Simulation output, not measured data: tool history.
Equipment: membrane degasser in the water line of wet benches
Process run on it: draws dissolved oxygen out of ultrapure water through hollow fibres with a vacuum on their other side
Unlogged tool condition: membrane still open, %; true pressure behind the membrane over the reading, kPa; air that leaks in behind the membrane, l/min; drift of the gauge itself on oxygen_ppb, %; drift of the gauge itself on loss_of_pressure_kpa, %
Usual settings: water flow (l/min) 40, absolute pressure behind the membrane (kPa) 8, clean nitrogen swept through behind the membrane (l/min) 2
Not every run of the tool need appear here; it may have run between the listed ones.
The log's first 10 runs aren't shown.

run    hour  water flow (l/min)  absolute pressure behind the membrane (kPa)  clean nitrogen swept through behind the membrane (l/min)  hours since the membrane was changed  hours since the vacuum gauge was calibrated  hours since the vacuum lines were made tight  dissolved oxygen in the water behind the degasser (ppb)  pressure that the water loses in the fibres (kPa)
 11   999.5                  40                                            8                                                      2.32                                  5677                                          578                                          9094                                                    209.6                                              35.05
 12  1096.2                  40                                            8                                                      1.66                                  5774                                          674                                          9191                                                    268.8                                              34.86
 13  1197.3                  40                                            8                                                      1.66                                  5875                                          776                                          9292                                                      269                                              34.94
 14  1277.2                  40                                            8                                                      1.66                                  5955                                          855                                          9372                                                    268.2                                              34.93
 15  1383.5                  40                                            8                                                         2                                  6061                                          962                                          9478                                                    231.6                                              34.95
 16  1487.2                  40                                            8                                                         2                                  6165                                         1065                                          9582                                                    232.4                                              34.66
 17    1614                  36                                        14.45                                                      4.85                                  6292                                         1192                                          9709                                                    215.2                                              31.38
 18  1706.1                  36                                        14.45                                                      4.85                                  6384                                         1284                                          9801                                                      213                                              31.33
 19  1770.1                  36                                        14.45                                                      4.85                                  6448                                         1348                                          9865                                                    211.1                                              31.35
 20  1884.8                  24                                        14.45                                                      3.53                                  6562                                         1463                                          9980                                                    190.4                                              20.63
 21    1942                  40                                         4.87                                                      2.65                                  6620                                         1520                                         10037                                                     81.4                                              34.87
 22  2056.3                  40                                         4.87                                                      2.65                                  6734                                         1635                                         10151                                                     81.3                                              34.69
 23  2159.3                  62                                            8                                                         2                                  6837                                         1738                                         10254                                                    346.9                                              53.48
       2251  -- seals of the vacuum lines changed
 24  2288.9                  62                                            8                                                         2                                  6964                                         1865                                            38                                                      348                                                 54
 25  2352.7                  62                                            8                                                         2                                  7028                                         1929                                           102                                                      349                                              53.15
 26  2451.5                  27                                        19.04                                                         2                                  7127                                         2028                                           201                                                    488.5                                              23.33
 27  2547.1                  40                                        16.43                                                      2.09                                  7223                                         2123                                           296                                                    570.6                                              34.64
 28  2632.3                  41                                        12.14                                                      2.09                                  7308                                         2209                                           381                                                    403.1                                              35.39
 29  2685.6                  41                                        12.14                                                      2.09                                  7361                                         2262                                           435                                                    402.6                                              35.12
 30  2740.9                  41                                        12.14                                                      2.09                                  7416                                         2317                                           490                                                    400.5                                              35.51
 31  2843.1                  41                                        12.14                                                      2.09                                  7519                                         2419                                           592                                                    397.8                                              35.64
 32  2957.8                  41                                        12.14                                                      2.09                                  7633                                         2534                                           707                                                    393.4                                              35.26

What if the next run were any one of these 3? Each begins from the tool's condition after run 32:
  A  3037.2                  43                                        12.14                                                      1.89                                  7713                                         2613                                           786                                                        ?                                                  ?
  B  3037.2                  44                                         6.92                                                      3.81                                  7713                                         2613                                           786                                                        ?                                                  ?
  C  3037.2                  52                                        15.36                                                      2.95                                  7713                                         2613                                           786                                                        ?                                                  ?

run  dissolved oxygen in the water behind the degasser (ppb)  pressure that the water loses in the fibres (kPa)
  A                                                    450.5                                              37.45
  B                                                    126.9                                              38.15
  C                                                    490.5                                              44.76
What these runs would have given with no unlogged condition in the tool:
run  dissolved oxygen in the water behind the degasser (ppb)  pressure that the water loses in the fibres (kPa)
  A                                                    450.2                                              38.23
  B                                                    126.7                                              38.94
  C                                                    490.2                                               45.7

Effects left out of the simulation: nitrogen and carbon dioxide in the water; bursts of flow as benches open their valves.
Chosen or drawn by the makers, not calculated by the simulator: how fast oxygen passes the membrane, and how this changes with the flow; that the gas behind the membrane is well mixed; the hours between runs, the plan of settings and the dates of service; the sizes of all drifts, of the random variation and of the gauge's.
